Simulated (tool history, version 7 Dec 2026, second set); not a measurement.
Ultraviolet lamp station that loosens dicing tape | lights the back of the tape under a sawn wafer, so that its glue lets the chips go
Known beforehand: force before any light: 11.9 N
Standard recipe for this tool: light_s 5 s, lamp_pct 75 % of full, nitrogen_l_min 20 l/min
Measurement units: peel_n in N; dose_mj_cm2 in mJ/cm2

run 1 day=0 | light_s=5 lamp_pct=75 nitrogen_l_min=20 | peel_n=1.142 dose_mj_cm2=456
run 2 day=0.558 | light_s=5 lamp_pct=77 nitrogen_l_min=20 | peel_n=1.099 dose_mj_cm2=468
run 3 day=1.762 | light_s=3 lamp_pct=77 nitrogen_l_min=20 | peel_n=2.808 dose_mj_cm2=275
run 4 day=2.421 | light_s=8 lamp_pct=75 nitrogen_l_min=20 | peel_n=0.384 dose_mj_cm2=713
run 5 day=3.458 | light_s=8 lamp_pct=78 nitrogen_l_min=20 | peel_n=0.364 dose_mj_cm2=735
run 6 day=4.162 | light_s=8 lamp_pct=78 nitrogen_l_min=20 | peel_n=0.351 dose_mj_cm2=732
run 7 day=4.692 | light_s=5 lamp_pct=75 nitrogen_l_min=18 | peel_n=1.382 dose_mj_cm2=436
run 8 day=5.358 | light_s=3 lamp_pct=75 nitrogen_l_min=18 | peel_n=3.172 dose_mj_cm2=260
run 9 day=6.262 | light_s=3 lamp_pct=75 nitrogen_l_min=18 | peel_n=3.173 dose_mj_cm2=258
run 10 day=7.254 | light_s=3 lamp_pct=75 nitrogen_l_min=20 | peel_n=3.033 dose_mj_cm2=253
run 11 day=7.833 | light_s=3 lamp_pct=75 nitrogen_l_min=20 | peel_n=3.132 dose_mj_cm2=258
run 12 day=8.679 | light_s=3 lamp_pct=75 nitrogen_l_min=20 | peel_n=3.166 dose_mj_cm2=250
run 13 day=9.512 | light_s=5 lamp_pct=75 nitrogen_l_min=20 | peel_n=1.363 dose_mj_cm2=420
run 14 day=10.442 | light_s=5 lamp_pct=75 nitrogen_l_min=20 | peel_n=1.407 dose_mj_cm2=415
run 15 day=11.246 | light_s=5 lamp_pct=82 nitrogen_l_min=20 | peel_n=1.162 dose_mj_cm2=448
run 16 day=11.992 | light_s=5 lamp_pct=90 nitrogen_l_min=20 | peel_n=0.989 dose_mj_cm2=491
run 17 day=12.942 | light_s=5 lamp_pct=75 nitrogen_l_min=20 | peel_n=1.499 dose_mj_cm2=407
run 18 day=13.746 | light_s=5 lamp_pct=75 nitrogen_l_min=20 | peel_n=1.488 dose_mj_cm2=407
run 19 day=14.688 | light_s=5 lamp_pct=75 nitrogen_l_min=20 | peel_n=1.492 dose_mj_cm2=398
run 20 day=15.7 | light_s=5 lamp_pct=75 nitrogen_l_min=20 | peel_n=1.554 dose_mj_cm2=392
run 21 day=16.417 | light_s=5 lamp_pct=75 nitrogen_l_min=20 | peel_n=1.573 dose_mj_cm2=389
run 22 day=17.612 | light_s=5 lamp_pct=75 nitrogen_l_min=20 | peel_n=1.62 dose_mj_cm2=392
run 23 day=18.65 | light_s=5 lamp_pct=85 nitrogen_l_min=10 | peel_n=1.941 dose_mj_cm2=434
run 24 day=19.246 | light_s=5 lamp_pct=85 nitrogen_l_min=10 | peel_n=2.064 dose_mj_cm2=435
run 25 day=20.517 | light_s=5 lamp_pct=69 nitrogen_l_min=10 | peel_n=2.749 dose_mj_cm2=353
run 26 day=21.271 | light_s=6 lamp_pct=75 nitrogen_l_min=20 | peel_n=1.165 dose_mj_cm2=452
run 27 day=21.967 | light_s=3 lamp_pct=75 nitrogen_l_min=15 | peel_n=4.169 dose_mj_cm2=226
run 28 day=22.688 | light_s=4 lamp_pct=75 nitrogen_l_min=8 | peel_n=3.818 dose_mj_cm2=295
run 29 day=23.842 | light_s=2 lamp_pct=90 nitrogen_l_min=28 | peel_n=4.219 dose_mj_cm2=175
run 30 day=24.367 | light_s=8 lamp_pct=75 nitrogen_l_min=31 | peel_n=0.472 dose_mj_cm2=584
run 31 day=25.021 | light_s=8 lamp_pct=75 nitrogen_l_min=31 | peel_n=0.468 dose_mj_cm2=580
run 32 day=26.271 | light_s=8 lamp_pct=75 nitrogen_l_min=31 | peel_n=0.465 dose_mj_cm2=572
run 33 day=27.362 | light_s=3 lamp_pct=94 nitrogen_l_min=8 | peel_n=4.251 dose_mj_cm2=266
run 34 day=28.217 | light_s=3 lamp_pct=94 nitrogen_l_min=8 | peel_n=4.262 dose_mj_cm2=263
run 35 day=28.925 | light_s=4 lamp_pct=75 nitrogen_l_min=15 | peel_n=3.164 dose_mj_cm2=285
run 36 day=29.854 | light_s=4 lamp_pct=75 nitrogen_l_min=15 | peel_n=3.266 dose_mj_cm2=276
run 37 day=30.642 | light_s=4 lamp_pct=84 nitrogen_l_min=15 | peel_n=2.766 dose_mj_cm2=310
run 38 day=31.767 | light_s=4 lamp_pct=63 nitrogen_l_min=8 | peel_n=5.048 dose_mj_cm2=231
run 39 day=32.6 | light_s=4 lamp_pct=80 nitrogen_l_min=22 | peel_n=2.533 dose_mj_cm2=288
run 40 day=33.142 | light_s=3 lamp_pct=65 nitrogen_l_min=20 | peel_n=4.078 dose_mj_cm2=195
run 41 day=33.942 | light_s=2 lamp_pct=89 nitrogen_l_min=20 | peel_n=4.528 dose_mj_cm2=179
run 42 day=34.883 | light_s=3 lamp_pct=64 nitrogen_l_min=9 | peel_n=5.52 dose_mj_cm2=189
run 43 day=35.983 | light_s=3 lamp_pct=64 nitrogen_l_min=9 | peel_n=5.692 dose_mj_cm2=195

Removed from this log: 1 entry logged between the listed runs. Between which two listed runs does each belong, and how does the tool's hidden state at the listed run before it compare with that at the listed run after it?
Between runs 39 and 40: window cleaned of glue's vapour (day 33.067)
  lamp's light, % of a new lamp's: 75 -> 74.7; light that the window lets through, % of a clean one's: 88.1 -> 100
  difference, measured minus the result without the unlogged condition, peel_n: +1.339 -> +1.197 N; dose_mj_cm2: -149 -> -67 mJ/cm2

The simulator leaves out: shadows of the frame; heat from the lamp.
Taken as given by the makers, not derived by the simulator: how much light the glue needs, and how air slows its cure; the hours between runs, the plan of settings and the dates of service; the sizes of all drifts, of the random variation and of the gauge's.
